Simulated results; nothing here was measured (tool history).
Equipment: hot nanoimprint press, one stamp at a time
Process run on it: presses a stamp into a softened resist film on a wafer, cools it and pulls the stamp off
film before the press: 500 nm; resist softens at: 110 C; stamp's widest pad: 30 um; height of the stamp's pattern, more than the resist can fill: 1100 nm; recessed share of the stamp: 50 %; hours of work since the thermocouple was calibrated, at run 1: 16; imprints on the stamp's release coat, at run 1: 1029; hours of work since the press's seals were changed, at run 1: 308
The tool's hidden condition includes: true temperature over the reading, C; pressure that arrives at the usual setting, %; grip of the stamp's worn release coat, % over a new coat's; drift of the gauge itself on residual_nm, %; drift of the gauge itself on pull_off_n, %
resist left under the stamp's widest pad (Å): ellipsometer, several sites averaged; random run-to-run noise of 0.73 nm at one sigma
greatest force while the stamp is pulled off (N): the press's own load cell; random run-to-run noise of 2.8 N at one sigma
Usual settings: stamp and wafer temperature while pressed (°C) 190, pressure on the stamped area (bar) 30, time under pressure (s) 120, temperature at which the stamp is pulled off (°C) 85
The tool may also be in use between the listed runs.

| run | hour | stamp and wafer temperature while pressed (°C) | pressure on the stamped area (bar) | time under pressure (s) | temperature at which the stamp is pulled off (°C) | hours of work since the thermocouple was calibrated | imprints on the stamp's release coat | hours of work since the press's seals were changed | resist left under the stamp's widest pad (Å) | greatest force while the stamp is pulled off (N) |
|---|---|---|---|---|---|---|---|---|---|---|
| 1 | 0 | 190 | 30 | 120 | 85 | 16 | 1029 | 308 | 2943 | 131 |
| 2 | 21.9 | 190 | 30 | 120 | 85 | 28 | 1099 | 321 | 2950 | 138 |
| 3 | 38.2 | 190 | 30 | 71 | 85 | 37 | 1152 | 330 | 3443 | 136 |
| 4 | 58.3 | 190 | 30 | 71 | 85 | 49 | 1216 | 341 | 3442 | 139 |
| 5 | 80.4 | 190 | 30 | 120 | 85 | 61 | 1288 | 353 | 2955 | 132 |
| 6 | 98.4 | 190 | 30 | 120 | 85 | 71 | 1346 | 364 | 2965 | 135 |
| 7 | 120.8 | 190 | 30 | 120 | 85 | 84 | 1418 | 376 | 2958 | 130 |
| 8 | 133.3 | 190 | 30 | 120 | 85 | 91 | 1458 | 383 | 2968 | 131 |
| 9 | 142.5 | 190 | 30 | 120 | 85 | 96 | 1488 | 388 | 2963 | 139 |
| 10 | 157.8 | 190 | 30 | 120 | 85 | 105 | 1537 | 397 | 2977 | 135 |
| 11 | 175.1 | 190 | 30 | 120 | 85 | 115 | 1593 | 407 | 2982 | 131 |
|  | 187.1 | stamp cleaned and given a new release coat |
| 12 | 199.7 | 190 | 30 | 120 | 85 | 125 | 40 | 417 | 2961 | 133 |
| 13 | 220.2 | 190 | 30 | 120 | 85 | 137 | 106 | 429 | 2986 | 130 |
| 14 | 229.4 | 190 | 30 | 120 | 85 | 142 | 136 | 434 | 2988 | 132 |
| 15 | 243.6 | 190 | 30 | 120 | 85 | 150 | 182 | 442 | 2988 | 138 |
| 16 | 260.1 | 186 | 30 | 126 | 73 | 159 | 235 | 451 | 3325 | 141 |
| 17 | 271.5 | 186 | 30 | 126 | 73 | 166 | 271 | 458 | 3332 | 145 |
| 18 | 289.9 | 197 | 47.1 | 126 | 87 | 176 | 331 | 468 | 1906 | 131 |
| 19 | 302.1 | 200 | 30 | 107 | 72 | 183 | 370 | 475 | 2227 | 148 |
| 20 | 316.7 | 200 | 30 | 107 | 72 | 191 | 417 | 483 | 2242 | 148 |
| 21 | 332.8 | 195 | 30 | 158 | 78 | 200 | 469 | 492 | 2291 | 139 |
| 22 | 355.1 | 193 | 37.8 | 158 | 78 | 213 | 541 | 505 | 2237 | 145 |

Run 23 is up next; what results do you expect?
| 23 | 376 | 193 | 37.8 | 158 | 78 | 224 | 609 | 517 | ? | ? |

resist left under the stamp's widest pad (Å): 2250
greatest force while the stamp is pulled off (N): 137
Take away the tool's hidden state, keep the run-to-run variation as it was, and the same run would have given resist left under the stamp's widest pad (Å) 2201, greatest force while the stamp is pulled off (N) 136.
